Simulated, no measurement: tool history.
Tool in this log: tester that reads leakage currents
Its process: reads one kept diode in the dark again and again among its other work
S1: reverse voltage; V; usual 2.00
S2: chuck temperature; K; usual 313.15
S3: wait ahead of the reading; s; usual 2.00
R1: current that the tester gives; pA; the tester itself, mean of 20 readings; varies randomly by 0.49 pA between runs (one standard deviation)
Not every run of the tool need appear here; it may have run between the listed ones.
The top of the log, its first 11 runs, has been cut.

run	day	S1	S2	S3	R1
12	10.762	2.96	313.15	2.00	213.60
13	11.562	2.96	313.15	2.00	215.08
14	12.596	2.96	313.15	2.00	215.41
15	13.262	2.96	313.15	2.00	215.34
16	14.175	2.00	313.15	2.00	175.05
17	15.671	2.00	313.15	2.00	175.69
18	17.121	2.00	313.15	2.00	175.47
19	18.092	2.00	313.15	4.13	175.85
20	19.646	2.00	313.15	4.13	176.85
21	20.608	2.00	313.15	4.13	176.42
22	21.658	2.00	313.15	0.95	177.91
23	22.833	11.66	313.15	0.30	471.94
24	23.742	11.66	313.15	0.30	471.89
25	24.842	10.45	310.15	8.31	343.07
26	25.754	10.45	310.15	8.31	341.12
27	26.425	10.45	310.15	8.31	342.12
28	27.704	10.45	310.15	8.31	344.08
29	28.721	10.45	300.15	8.31	153.15
30	30.025	2.00	329.15	3.44	633.90
31	31.371	2.00	307.15	0.80	110.75
32	32.946	2.00	307.15	0.80	110.62
33	34.100	2.00	331.15	2.28	735.94
34	34.804	2.14	293.15	7.76	34.87
35	36.138	2.14	293.15	7.76	34.83
36	37.046	8.29	300.15	7.76	137.01

3 options for the next run, each taken on its own from the tool as it stands now. Forecast them:
A	37.767	1.18	300.15	2.00	?
B	37.767	1.48	294.15	1.35	?
C	37.767	2.00	313.15	2.00	?

run	R1
A	46.26
B	31.44
C	182.12
Had the tool no hidden state, the same runs would have come out as:
run	R1
A	39.97
B	26.10
C	162.52
